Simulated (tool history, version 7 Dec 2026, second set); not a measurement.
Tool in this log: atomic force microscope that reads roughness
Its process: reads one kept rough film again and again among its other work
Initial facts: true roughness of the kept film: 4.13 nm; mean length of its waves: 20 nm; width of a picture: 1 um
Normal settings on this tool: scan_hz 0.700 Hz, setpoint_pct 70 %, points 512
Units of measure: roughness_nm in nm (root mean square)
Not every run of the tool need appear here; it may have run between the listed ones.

run   hour  scan_hz  setpoint_pct  points  roughness_nm
  1    0.0    0.700            70     512         1.969
  2   45.2    0.700            70     512         1.717
      87.3  -- new tip fitted
  3  107.5    0.700            70     512         2.838
  4  171.3    0.700            70     512         2.311
  5  228.3    0.700            70     512         1.918
     280.0  -- new tip fitted
  6  289.3    0.700            70     512         2.966
  7  336.8    0.700            70     269         2.415
  8  402.2    1.257            70     512         1.972
  9  443.4    0.700            59     512         1.835
     472.8  -- new tip fitted
 10  513.1    0.700            59     512         2.623
 11  570.2    0.700            67     737         2.157
 12  601.1    0.700            67     737         1.954
 13  649.1    1.349            81     512         1.596
     663.4  -- new tip fitted
 14  713.1    1.059            84     711         2.460
 15  766.1    1.059            84     711         2.103
 16  820.7    1.059            84     711         1.789
     852.6  -- new tip fitted
 17  865.7    1.059            84     711         2.812

Each row is a separate what-if for the run after 17, all from the same tool condition, not one after another. Results?
  A  932.3    1.552            56     752             ?
  B  932.3    1.059            61     691             ?
  C  932.3    2.394            85     324             ?

run  roughness_nm
  A         2.354
  B         2.353
  C         2.014
Had the tool no hidden state, the same runs would have come out as:
run  roughness_nm
  A         3.142
  B         3.138
  C         2.686

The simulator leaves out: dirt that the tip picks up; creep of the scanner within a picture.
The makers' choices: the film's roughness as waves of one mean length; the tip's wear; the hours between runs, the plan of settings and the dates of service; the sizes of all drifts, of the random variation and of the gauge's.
